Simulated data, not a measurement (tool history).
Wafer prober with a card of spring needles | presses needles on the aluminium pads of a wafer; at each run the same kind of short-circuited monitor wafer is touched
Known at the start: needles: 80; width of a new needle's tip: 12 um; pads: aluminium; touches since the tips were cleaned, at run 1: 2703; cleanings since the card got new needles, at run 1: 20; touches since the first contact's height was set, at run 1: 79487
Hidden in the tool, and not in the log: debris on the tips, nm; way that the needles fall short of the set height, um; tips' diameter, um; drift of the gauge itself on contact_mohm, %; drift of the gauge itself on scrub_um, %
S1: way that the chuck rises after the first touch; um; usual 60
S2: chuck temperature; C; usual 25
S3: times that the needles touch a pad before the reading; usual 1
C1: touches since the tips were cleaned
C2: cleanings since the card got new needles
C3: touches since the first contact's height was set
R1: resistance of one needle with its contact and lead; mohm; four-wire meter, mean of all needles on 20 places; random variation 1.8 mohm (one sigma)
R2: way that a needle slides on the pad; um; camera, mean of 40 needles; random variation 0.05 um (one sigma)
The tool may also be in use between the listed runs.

| run | hour | S1 | S2 | S3 | C1 | C2 | C3 | R1 | R2 |
|---|---|---|---|---|---|---|---|---|---|
| 1 | 0.0 | 60 | 25 | 1 | 2703 | 20 | 79487 | 255 | 10.38 |
|  | 3.2 | tips cleaned on abrasive film |
| 2 | 10.8 | 60 | 25 | 1 | 1769 | 21 | 81971 | 242 | 10.37 |
|  | 18.7 | tips cleaned on abrasive film |
| 3 | 20.6 | 60 | 25 | 1 | 458 | 22 | 84217 | 213 | 10.45 |
| 4 | 25.9 | 60 | 25 | 1 | 1679 | 22 | 85438 | 243 | 10.39 |
|  | 33.6 | tips cleaned on abrasive film |
| 5 | 35.8 | 60 | 25 | 1 | 510 | 23 | 87710 | 215 | 10.40 |
| 6 | 47.4 | 60 | 25 | 1 | 3190 | 23 | 90390 | 262 | 10.32 |
|  | 48.6 | tips cleaned on abrasive film |
| 7 | 54.5 | 60 | 49 | 1 | 1367 | 24 | 91998 | 239 | 10.30 |
|  | 64.0 | tips cleaned on abrasive film |
| 8 | 65.5 | 60 | 25 | 2 | 368 | 25 | 94533 | 200 | 10.34 |
| 9 | 75.0 | 60 | 25 | 2 | 2549 | 25 | 96714 | 226 | 10.35 |
|  | 78.7 | tips cleaned on abrasive film |
| 10 | 80.1 | 60 | 25 | 2 | 336 | 26 | 97879 | 204 | 10.33 |
| 11 | 86.2 | 60 | 25 | 2 | 1740 | 26 | 99283 | 224 | 10.34 |
|  | 93.4 | tips cleaned on abrasive film |
| 12 | 93.6 | 60 | 25 | 2 | 58 | 27 | 100980 | 194 | 10.23 |
| 13 | 105.2 | 60 | 25 | 2 | 2741 | 27 | 103663 | 229 | 10.26 |
|  | 108.3 | tips cleaned on abrasive film |
| 14 | 113.4 | 60 | 25 | 1 | 1186 | 28 | 105538 | 233 | 10.37 |
| 15 | 121.1 | 60 | 25 | 1 | 2957 | 28 | 107309 | 259 | 10.33 |
|  | 123.4 | tips cleaned on abrasive film |
| 16 | 130.4 | 60 | 25 | 1 | 1630 | 29 | 109448 | 238 | 10.34 |
|  | 138.1 | tips cleaned on abrasive film |
| 17 | 141.7 | 60 | 25 | 1 | 823 | 30 | 112030 | 221 | 10.27 |
| 18 | 151.3 | 60 | 99 | 1 | 3059 | 30 | 114266 | 267 | 10.27 |
|  | 153.0 | tips cleaned on abrasive film |
| 19 | 160.5 | 65 | 61 | 3 | 1735 | 31 | 116355 | 215 | 11.11 |
| 20 | 167.5 | 65 | 61 | 1 | 3348 | 31 | 117968 | 266 | 11.14 |
|  | 168.1 | tips cleaned on abrasive film |
| 21 | 174.4 | 42 | 25 | 3 | 1441 | 32 | 119544 | 226 | 7.12 |
| 22 | 180.6 | 70 | 102 | 1 | 2874 | 32 | 120977 | 257 | 12.08 |
|  | 183.4 | tips cleaned on abrasive film |
| 23 | 191.1 | 47 | 49 | 1 | 1779 | 33 | 123381 | 271 | 8.01 |
|  | 198.8 | tips cleaned on abrasive film |
| 24 | 200.2 | 60 | 31 | 1 | 322 | 34 | 125481 | 208 | 10.29 |
| 25 | 210.6 | 62 | 97 | 2 | 2719 | 34 | 127878 | 242 | 10.69 |
|  | 213.9 | tips cleaned on abrasive film |
| 26 | 218.5 | 62 | 97 | 2 | 1064 | 35 | 129694 | 228 | 10.63 |
| 27 | 226.9 | 62 | 97 | 2 | 2992 | 35 | 131622 | 240 | 10.71 |
|  | 228.6 | tips cleaned on abrasive film |
| 28 | 235.5 | 76 | 121 | 1 | 1585 | 36 | 133589 | 238 | 13.17 |
|  | 243.6 | tips cleaned on abrasive film |
| 29 | 246.6 | 79 | 56 | 1 | 683 | 37 | 136132 | 218 | 13.56 |
| 30 | 253.3 | 79 | 56 | 1 | 2249 | 37 | 137698 | 232 | 13.57 |
|  | 259.0 | tips cleaned on abrasive film |
| 31 | 265.2 | 56 | 25 | 2 | 1429 | 38 | 140407 | 224 | 9.66 |
| 32 | 270.6 | 56 | 25 | 2 | 2700 | 38 | 141678 | 238 | 9.58 |
|  | 274.2 | tips cleaned on abrasive film |
| 33 | 281.6 | 56 | 25 | 2 | 1728 | 39 | 144198 | 228 | 9.65 |
| 34 | 287.8 | 60 | 33 | 1 | 3144 | 39 | 145614 | 267 | 10.25 |

How the hidden state differs across the entries between the runs, from the last listed run before each to the first after it:
Between runs 1 and 2: tips cleaned on abrasive film (hour 3.2)
  debris on the tips, nm: 72.7 -> 54.4; way that the needles fall short of the set height, um: 0.9 -> 0.95; tips' diameter, um: 12.32 -> 12.33
  measured less the result without the state, R1: +64 -> +49 mohm; R2: -0.16 -> -0.16 um
Between runs 2 and 3: tips cleaned on abrasive film (hour 18.7)
  debris on the tips, nm: 54.4 -> 23.7; way that the needles fall short of the set height, um: 0.95 -> 0.99; tips' diameter, um: 12.33 -> 12.35
  measured less the result without the state, R1: +49 -> +22 mohm; R2: -0.16 -> -0.18 um
Between runs 4 and 5: tips cleaned on abrasive film (hour 33.6)
  debris on the tips, nm: 55.1 -> 22.5; way that the needles fall short of the set height, um: 0.99 -> 1.03; tips' diameter, um: 12.35 -> 12.36
  measured less the result without the state, R1: +50 -> +21 mohm; R2: -0.18 -> -0.19 um
Between runs 6 and 7: tips cleaned on abrasive film (hour 48.6)
  debris on the tips, nm: 77.2 -> 48.5; way that the needles fall short of the set height, um: 1.03 -> 1.07; tips' diameter, um: 12.36 -> 12.38
  measured less the result without the state, R1: +70 -> +42 mohm; R2: -0.18 -> -0.19 um
Between runs 7 and 8: tips cleaned on abrasive film (hour 64.0)
  debris on the tips, nm: 48.5 -> 15.1; way that the needles fall short of the set height, um: 1.07 -> 1.11; tips' diameter, um: 12.38 -> 12.39
  measured less the result without the state, R1: +42 -> +8 mohm; R2: -0.19 -> -0.20 um
Between runs 9 and 10: tips cleaned on abrasive film (hour 78.7)
  debris on the tips, nm: 66 -> 17.2; way that the needles fall short of the set height, um: 1.11 -> 1.15; tips' diameter, um: 12.39 -> 12.4
  measured less the result without the state, R1: +36 -> +10 mohm; R2: -0.20 -> -0.20 um
Between runs 11 and 12: tips cleaned on abrasive film (hour 93.4)
  debris on the tips, nm: 54.9 -> 5.6; way that the needles fall short of the set height, um: 1.15 -> 1.19; tips' diameter, um: 12.4 -> 12.42
  measured less the result without the state, R1: +31 -> +3 mohm; R2: -0.20 -> -0.21 um
Between runs 13 and 14: tips cleaned on abrasive film (hour 108.3)
  debris on the tips, nm: 69.6 -> 42.4; way that the needles fall short of the set height, um: 1.19 -> 1.23; tips' diameter, um: 12.42 -> 12.43
  measured less the result without the state, R1: +38 -> +39 mohm; R2: -0.21 -> -0.21 um
Between runs 15 and 16: tips cleaned on abrasive film (hour 123.4)
  debris on the tips, nm: 72.3 -> 47.2; way that the needles fall short of the set height, um: 1.23 -> 1.27; tips' diameter, um: 12.43 -> 12.45
  measured less the result without the state, R1: +66 -> +43 mohm; R2: -0.22 -> -0.22 um
Between runs 16 and 17: tips cleaned on abrasive film (hour 138.1)
  debris on the tips, nm: 47.2 -> 30.9; way that the needles fall short of the set height, um: 1.27 -> 1.33; tips' diameter, um: 12.45 -> 12.47
  measured less the result without the state, R1: +43 -> +29 mohm; R2: -0.22 -> -0.23 um
Between runs 18 and 19: tips cleaned on abrasive film (hour 153.0)
  debris on the tips, nm: 75.9 -> 52.3; way that the needles fall short of the set height, um: 1.33 -> 1.38; tips' diameter, um: 12.47 -> 12.48
  measured less the result without the state, R1: +62 -> +15 mohm; R2: -0.23 -> -0.24 um
Between runs 20 and 21: tips cleaned on abrasive film (hour 168.1)
  debris on the tips, nm: 80.2 -> 47.7; way that the needles fall short of the set height, um: 1.38 -> 1.42; tips' diameter, um: 12.48 -> 12.5
  measured less the result without the state, R1: +63 -> +29 mohm; R2: -0.24 -> -0.25 um
Between runs 22 and 23: tips cleaned on abrasive film (hour 183.4)
  debris on the tips, nm: 73.1 -> 53.2; way that the needles fall short of the set height, um: 1.42 -> 1.47; tips' diameter, um: 12.5 -> 12.52
  measured less the result without the state, R1: +48 -> +72 mohm; R2: -0.25 -> -0.26 um
Between runs 23 and 24: tips cleaned on abrasive film (hour 198.8)
  debris on the tips, nm: 53.2 -> 14.5; way that the needles fall short of the set height, um: 1.47 -> 1.51; tips' diameter, um: 12.52 -> 12.53
  measured less the result without the state, R1: +72 -> +13 mohm; R2: -0.26 -> -0.27 um
Between runs 25 and 26: tips cleaned on abrasive film (hour 213.9)
  debris on the tips, nm: 69.6 -> 38.4; way that the needles fall short of the set height, um: 1.51 -> 1.54; tips' diameter, um: 12.53 -> 12.54
  measured less the result without the state, R1: +33 -> +19 mohm; R2: -0.26 -> -0.27 um
Between runs 27 and 28: tips cleaned on abrasive film (hour 228.6)
  debris on the tips, nm: 73.7 -> 49.9; way that the needles fall short of the set height, um: 1.54 -> 1.58; tips' diameter, um: 12.54 -> 12.55
  measured less the result without the state, R1: +34 -> +28 mohm; R2: -0.27 -> -0.28 um
Between runs 28 and 29: tips cleaned on abrasive film (hour 243.6)
  debris on the tips, nm: 49.9 -> 27.9; way that the needles fall short of the set height, um: 1.58 -> 1.62; tips' diameter, um: 12.55 -> 12.57
  measured less the result without the state, R1: +28 -> +17 mohm; R2: -0.28 -> -0.29 um
Between runs 30 and 31: tips cleaned on abrasive film (hour 259.0)
  debris on the tips, nm: 61.8 -> 46.8; way that the needles fall short of the set height, um: 1.62 -> 1.67; tips' diameter, um: 12.57 -> 12.58
  measured less the result without the state, R1: +36 -> +30 mohm; R2: -0.28 -> -0.29 um
Between runs 32 and 33: tips cleaned on abrasive film (hour 274.2)
  debris on the tips, nm: 68.8 -> 54.5; way that the needles fall short of the set height, um: 1.67 -> 1.71; tips' diameter, um: 12.58 -> 12.6
  measured less the result without the state, R1: +44 -> +35 mohm; R2: -0.29 -> -0.30 um
